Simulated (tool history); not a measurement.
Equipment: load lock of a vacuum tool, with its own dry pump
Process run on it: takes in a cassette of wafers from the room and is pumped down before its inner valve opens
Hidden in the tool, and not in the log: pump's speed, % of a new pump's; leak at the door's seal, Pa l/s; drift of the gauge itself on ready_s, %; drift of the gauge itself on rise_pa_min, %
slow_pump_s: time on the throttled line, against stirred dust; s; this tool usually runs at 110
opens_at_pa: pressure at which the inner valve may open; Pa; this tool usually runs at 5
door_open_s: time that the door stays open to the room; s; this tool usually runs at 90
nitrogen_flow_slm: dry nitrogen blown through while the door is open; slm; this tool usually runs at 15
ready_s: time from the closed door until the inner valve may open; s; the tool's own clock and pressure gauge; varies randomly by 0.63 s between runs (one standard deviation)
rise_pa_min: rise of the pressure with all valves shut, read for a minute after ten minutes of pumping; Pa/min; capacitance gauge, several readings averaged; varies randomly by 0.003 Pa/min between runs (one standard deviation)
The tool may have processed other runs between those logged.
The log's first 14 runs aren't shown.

run,day,slow_pump_s,opens_at_pa,door_open_s,nitrogen_flow_slm,hours that the pump has run since its overhaul,times that the door has closed on its seal,"incoming humidity of the room's air, %",ready_s,rise_pa_min
15,63.462,110,5,90,15,1812,12164,46.0,153.5,0.260
16,69.454,110,5,90,15,1956,12876,41.7,153.9,0.280
17,74.492,110,5,90,15,2077,13475,45.5,155.5,0.294
18,78.592,110,5,90,15,2175,13962,46.4,154.7,0.317
19,82.558,110,7,90,15,2271,14434,44.9,153.2,0.324
20,89.333,110,7,90,15,2433,15239,45.5,153.1,0.354
21,92.912,110,7,90,15,2519,15665,41.0,153.2,0.358
22,97.138,117,4,167,7,2620,16167,47.1,163.1,0.422
23,102.904,123,6,90,7,2759,16853,46.9,165.6,0.422
24,106.750,110,4,56,15,2851,17310,46.2,155.9,0.407
25,113.254,110,5,90,11,3007,18083,45.3,154.0,0.454
26,119.292,110,5,90,11,3152,18801,46.6,155.2,0.478
27,124.608,110,5,90,11,3280,19433,44.0,155.9,0.512
28,128.512,110,5,90,11,3374,19897,44.4,155.4,0.523
29,132.979,110,5,90,26,3481,20428,43.8,155.2,0.538
30,139.025,117,5,51,7,3626,21147,45.5,162.3,0.586
31,145.333,117,5,138,18,3777,21897,49.6,162.5,0.616
32,150.988,110,7,65,15,3913,22569,46.9,153.8,0.633
33,154.492,110,7,65,15,3997,22986,44.1,154.5,0.649
34,157.483,95,6,65,38,4069,23341,42.0,141.8,0.653
35,162.108,141,4,157,7,4180,23891,46.8,185.9,0.737
# day 164.492: door's seal changed, seat wiped
36,168.092,110,5,132,15,4322,428,44.1,155.9,0.048
37,174.062,196,5,132,15,4465,1138,42.4,234.1,0.049

Alternative continuations, all from the tool just after run 37; predict every row:
A,179.983,110,4,90,15,4607,1842,42.6,?,?
B,179.983,86,5,133,23,4607,1842,44.6,?,?
C,179.983,145,5,132,15,4607,1842,44.8,?,?
D,179.983,60,5,55,10,4607,1842,45.6,?,?

run,ready_s,rise_pa_min
A,157.4,0.053
B,134.6,0.055
C,187.9,0.061
D,110.9,0.045
With the hidden condition removed and each run's random variation left untouched, the same runs would have given:
run,ready_s,rise_pa_min
A,154.8,0.034
B,132.0,0.036
C,185.6,0.042
D,108.2,0.026
